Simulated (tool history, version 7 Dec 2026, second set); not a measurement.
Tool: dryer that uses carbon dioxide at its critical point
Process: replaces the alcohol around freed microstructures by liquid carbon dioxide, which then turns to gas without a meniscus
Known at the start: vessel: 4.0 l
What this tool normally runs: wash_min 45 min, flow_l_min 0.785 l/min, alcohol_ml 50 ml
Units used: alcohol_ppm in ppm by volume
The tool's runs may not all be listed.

run   hour  wash_min  flow_l_min  alcohol_ml  alcohol_ppm
  1    0.0        45       0.785          50           27
  2   22.0        45       0.785          50           31
  3   37.2        45       0.862          50           31
  4   49.4        45       0.785          50           35
  5   65.0        71       0.785          50           27
  6   85.0        71       0.785          50           35
  7  107.2        71       0.785          50           34
  8  129.1        45       0.652          50           65
  9  143.8        50       0.785          50           38
 10  163.7        50       0.785          50           43
 11  180.3        50       0.785          50           42
 12  202.8        50       0.785          30           45
 13  218.4        50       0.785          30           44
 14  238.9        50       0.785          30           54
 15  249.1        50       0.785          30           54
 16  270.2        40       1.069          53           61
     278.9  -- inlet filter changed
 17  292.9        40       1.069          53           54
 18  308.1        40       1.069          53           59
 19  330.6        46       0.472          44          127
 20  343.0        69       0.501          50           66
 21  358.4        69       0.501          50           58
 22  377.9        69       0.566          50           56
 23  394.8        45       1.056          40           55
 24  409.3        45       0.995          68           60
 25  421.2        45       0.913          68           63
 26  438.2        68       0.504          91           72
 27  457.1        45       1.100          50           72
 28  479.2        51       1.291          43           72

Here are 3 independent what-if runs from the current tool condition. What would each one return?
  A  489.6        66       0.535          73            ?
  B  489.6        42       1.291          43            ?
  C  489.6        51       1.291          29            ?

run  alcohol_ppm
  A           91
  B           73
  C           72
What these runs would have given with no unlogged condition in the tool:
run  alcohol_ppm
  A           20
  B            5
  C            5

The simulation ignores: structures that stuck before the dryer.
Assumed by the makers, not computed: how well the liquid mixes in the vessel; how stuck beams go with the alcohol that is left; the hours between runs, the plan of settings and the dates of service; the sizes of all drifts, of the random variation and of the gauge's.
